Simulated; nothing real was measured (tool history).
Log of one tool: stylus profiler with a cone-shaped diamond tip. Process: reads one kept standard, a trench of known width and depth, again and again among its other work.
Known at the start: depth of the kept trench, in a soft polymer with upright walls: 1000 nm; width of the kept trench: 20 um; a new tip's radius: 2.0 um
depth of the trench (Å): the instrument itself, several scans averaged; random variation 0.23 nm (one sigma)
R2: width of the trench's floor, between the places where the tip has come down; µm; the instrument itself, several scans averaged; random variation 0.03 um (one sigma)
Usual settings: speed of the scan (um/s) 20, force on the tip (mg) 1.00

Run 1, hour 0.0: usual settings. Result: depth of the trench (Å) 10116.4, R2 15.48 µm.
Run 2, hour 73.1: usual settings but force on the tip (mg) 0.39. Result: depth of the trench (Å) 10072.5, R2 15.40 µm.
Run 3, hour 128.5: usual settings but force on the tip (mg) 0.39. Result: depth of the trench (Å) 10076.3, R2 15.37 µm.
Run 4, hour 227.1: usual settings but force on the tip (mg) 0.60. Result: depth of the trench (Å) 10093.4, R2 15.26 µm.
Run 5, hour 280.4: usual settings but force on the tip (mg) 0.60. Result: depth of the trench (Å) 10094.6, R2 15.25 µm.
Run 6, hour 328.2: usual settings but speed of the scan (um/s) 61. Result: depth of the trench (Å) 10120.3, R2 15.03 µm.
Run 7, hour 375.1: usual settings but speed of the scan (um/s) 61, force on the tip (mg) 1.35. Result: depth of the trench (Å) 10139.5, R2 15.01 µm.
Run 8, hour 482.7: usual settings but speed of the scan (um/s) 61, force on the tip (mg) 1.35. Result: depth of the trench (Å) 10141.7, R2 14.92 µm.
Run 9, hour 579.9: usual settings but speed of the scan (um/s) 61, force on the tip (mg) 1.35. Result: depth of the trench (Å) 10140.7, R2 14.91 µm.
Run 10, hour 634.1: usual settings but speed of the scan (um/s) 61, force on the tip (mg) 1.35. Result: depth of the trench (Å) 10142.3, R2 14.79 µm.
Run 11, hour 679.6: usual settings but speed of the scan (um/s) 61, force on the tip (mg) 1.35. Result: depth of the trench (Å) 10144.5, R2 14.77 µm.
Run 12, hour 771.1: usual settings but speed of the scan (um/s) 10. Result: depth of the trench (Å) 10130.6, R2 14.94 µm.
Run 13, hour 820.7: usual settings. Result: depth of the trench (Å) 10135.5, R2 14.92 µm.
Run 14, hour 911.9: usual settings. Result: depth of the trench (Å) 10133.0, R2 14.75 µm.
Run 15, hour 978.7: usual settings but force on the tip (mg) 0.59. Result: depth of the trench (Å) 10116.8, R2 14.69 µm.
Run 16, hour 1027.2: usual settings but speed of the scan (um/s) 7, force on the tip (mg) 0.59. Result: depth of the trench (Å) 10111.7, R2 14.85 µm.
At hour 1046.2: height scale calibrated on a step standard.
At hour 1126.1: new tip fitted, height scale calibrated.
Run 17, hour 1135.0: usual settings. Result: depth of the trench (Å) 10085.8, R2 16.35 µm.
Run 18, hour 1222.5: usual settings. Result: depth of the trench (Å) 10089.3, R2 16.22 µm.
Run 19, hour 1266.1: usual settings. Result: depth of the trench (Å) 10085.0, R2 16.18 µm.
Run 20, hour 1329.4: usual settings. Result: depth of the trench (Å) 10089.6, R2 16.19 µm.
Run 21, hour 1420.2: usual settings but force on the tip (mg) 1.61. Result: depth of the trench (Å) 10123.5, R2 16.09 µm.
At hour 1444.5: height scale calibrated on a step standard, once more.
Run 22, hour 1482.6: usual settings but force on the tip (mg) 1.61. Result: depth of the trench (Å) 10109.0, R2 15.93 µm.
Run 23, hour 1532.9: usual settings but speed of the scan (um/s) 15, force on the tip (mg) 2.39. Result: depth of the trench (Å) 10150.4, R2 15.99 µm.
Run 24, hour 1620.9: usual settings but speed of the scan (um/s) 27, force on the tip (mg) 0.87. Result: depth of the trench (Å) 10076.7, R2 15.80 µm.
Run 25, hour 1712.3: usual settings but speed of the scan (um/s) 41, force on the tip (mg) 0.85. Result: depth of the trench (Å) 10081.6, R2 15.64 µm.
Run 26, hour 1821.0: usual settings but speed of the scan (um/s) 31, force on the tip (mg) 0.46. Result: depth of the trench (Å) 10053.8, R2 15.54 µm.
Run 27, hour 1868.2: usual settings but speed of the scan (um/s) 31, force on the tip (mg) 0.46. Result: depth of the trench (Å) 10053.7, R2 15.43 µm.
Run 28, hour 1926.0: usual settings but speed of the scan (um/s) 39, force on the tip (mg) 2.73. Result: depth of the trench (Å) 10169.6, R2 15.55 µm.
Run 29, hour 2023.4: usual settings but speed of the scan (um/s) 35, force on the tip (mg) 0.88. Result: depth of the trench (Å) 10083.3, R2 15.41 µm.
Run 30, hour 2079.0: usual settings but speed of the scan (um/s) 5, force on the tip (mg) 2.24. Result: depth of the trench (Å) 10153.3, R2 15.58 µm.
Run 31, hour 2170.7: usual settings but speed of the scan (um/s) 16, force on the tip (mg) 1.51. Result: depth of the trench (Å) 10126.6, R2 15.42 µm.
Run 32, hour 2226.8: usual settings but speed of the scan (um/s) 6, force on the tip (mg) 0.93. Result: depth of the trench (Å) 10095.8, R2 15.42 µm.

Run 33 comes next. What will it give?
Run 33, hour 2319.7: usual settings but speed of the scan (um/s) 33, force on the tip (mg) 1.93. Result: depth of the trench (Å) ?, R2 ?.

{"run 33": {"depth of the trench (Å)": 10149.9, "R2": 15.25}}
Without the tool's hidden state the same run would have given depth of the trench (Å) 10132.6, R2 16.38 µm.
